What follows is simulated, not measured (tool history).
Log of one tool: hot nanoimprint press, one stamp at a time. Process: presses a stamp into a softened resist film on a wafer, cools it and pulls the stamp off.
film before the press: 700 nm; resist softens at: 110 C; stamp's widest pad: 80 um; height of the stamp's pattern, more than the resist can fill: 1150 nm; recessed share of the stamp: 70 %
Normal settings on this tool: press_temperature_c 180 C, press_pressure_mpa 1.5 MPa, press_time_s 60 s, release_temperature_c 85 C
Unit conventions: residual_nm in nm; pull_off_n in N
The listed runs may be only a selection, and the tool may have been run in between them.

| run | hour | press_temperature_c | press_pressure_mpa | press_time_s | release_temperature_c | residual_nm | pull_off_n |
|---|---|---|---|---|---|---|---|
| 1 | 0 | 180 | 1.5 | 60 | 85 | 380.2 | 167 |
| 2 | 32.4 | 180 | 1.5 | 60 | 85 | 385.9 | 169 |
| 3 | 73.3 | 183 | 1.5 | 60 | 85 | 345.6 | 174 |
| 4 | 120.3 | 180 | 1.5 | 60 | 85 | 383.2 | 128 |
| 5 | 177.9 | 180 | 1.5 | 60 | 85 | 388.3 | 145 |
| 6 | 248.1 | 180 | 1.5 | 60 | 85 | 389.5 | 142 |
| 7 | 283.8 | 180 | 1.5 | 60 | 85 | 388.4 | 150 |
| 8 | 320.7 | 180 | 1.5 | 60 | 85 | 389.1 | 151 |
| 9 | 389.2 | 180 | 1.5 | 60 | 85 | 390.5 | 159 |
| 10 | 422.3 | 180 | 1.5 | 60 | 77 | 390.1 | 182 |
| 11 | 463.2 | 173 | 1.5 | 60 | 85 | 492.8 | 168 |
| 12 | 543.1 | 173 | 1.5 | 60 | 85 | 464.8 | 171 |
| 13 | 623.1 | 173 | 1.5 | 60 | 85 | 472 | 128 |
| 14 | 663.4 | 173 | 1.5 | 60 | 85 | 470.8 | 126 |
| 15 | 721.3 | 173 | 1.5 | 60 | 85 | 474.2 | 136 |
| 16 | 754.4 | 173 | 1.5 | 60 | 85 | 476.5 | 140 |
| 17 | 796.3 | 180 | 1.5 | 72 | 78 | 356.9 | 171 |
| 18 | 847.2 | 180 | 1.5 | 40 | 92 | 434.5 | 127 |
| 19 | 908.4 | 180 | 1.5 | 40 | 92 | 429.1 | 136 |
| 20 | 966.9 | 180 | 1.08 | 106 | 92 | 372.8 | 137 |
| 21 | 1006.2 | 180 | 1.75 | 60 | 89 | 364.1 | 151 |
| 22 | 1044.9 | 183 | 1.5 | 111 | 85 | 277.6 | 177 |
| 23 | 1101.7 | 183 | 1.5 | 111 | 85 | 282.6 | 126 |
| 24 | 1170.9 | 180 | 1.5 | 35 | 85 | 450.9 | 133 |
| 25 | 1234 | 168 | 1.25 | 75 | 75 | 559 | 174 |
| 26 | 1267.7 | 180 | 1.5 | 36 | 82 | 453.2 | 157 |
| 27 | 1301.6 | 171 | 1.25 | 96 | 76 | 492.6 | 178 |
| 28 | 1375.5 | 174 | 1.5 | 102 | 85 | 387.2 | 151 |
| 29 | 1439.1 | 174 | 1.5 | 102 | 85 | 390.3 | 166 |
| 30 | 1485.7 | 174 | 1.5 | 102 | 85 | 392.2 | 166 |

Taken out of this log: 6 entries between the listed runs. Where each belongs, and how the hidden state differs across it:
After run 3, before run 4: stamp cleaned and given a new release coat (hour 108)
  true temperature over the reading, C: -0.88 -> -0.94; pressure that arrives at the usual setting, %: 99.03 -> 98.92; grip of the stamp's worn release coat, % over a new coat's: 37.6 -> 1
  measured result minus the result with no hidden state, residual_nm: +12 -> +13.8 nm; pull_off_n: +50 -> +4 N
After run 11, before run 12: plate thermocouple calibrated (hour 516.5)
  true temperature over the reading, C: -1.45 -> 0.08; pressure that arrives at the usual setting, %: 97.91 -> 97.66; grip of the stamp's worn release coat, % over a new coat's: 29.7 -> 36.4
  measured result minus the result with no hidden state, residual_nm: +23.9 -> +3.1 nm; pull_off_n: +43 -> +45 N
After run 12, before run 13: stamp cleaned and given a new release coat (hour 587.6)
  true temperature over the reading, C: 0.08 -> -0.03; pressure that arrives at the usual setting, %: 97.66 -> 97.46; grip of the stamp's worn release coat, % over a new coat's: 36.4 -> 2.9
  measured result minus the result with no hidden state, residual_nm: +3.1 -> +4.9 nm; pull_off_n: +45 -> +3 N
After run 22, before run 23: stamp cleaned and given a new release coat (hour 1068.8)
  true temperature over the reading, C: -0.65 -> -0.73; pressure that arrives at the usual setting, %: 96.18 -> 96.03; grip of the stamp's worn release coat, % over a new coat's: 38.6 -> 2.7
  measured result minus the result with no hidden state, residual_nm: +12.2 -> +13.3 nm; pull_off_n: +51 -> +5 N
After run 27, before run 28: press's hydraulic seals changed and the load cell set to zero (hour 1344.4); plate thermocouple calibrated (hour 1351.9)
  true temperature over the reading, C: -1.03 -> -0.13; pressure that arrives at the usual setting, %: 95.41 -> 99.94; grip of the stamp's worn release coat, % over a new coat's: 19.3 -> 24.6
  measured result minus the result with no hidden state, residual_nm: +21.4 -> +2 nm; pull_off_n: +32 -> +30 N
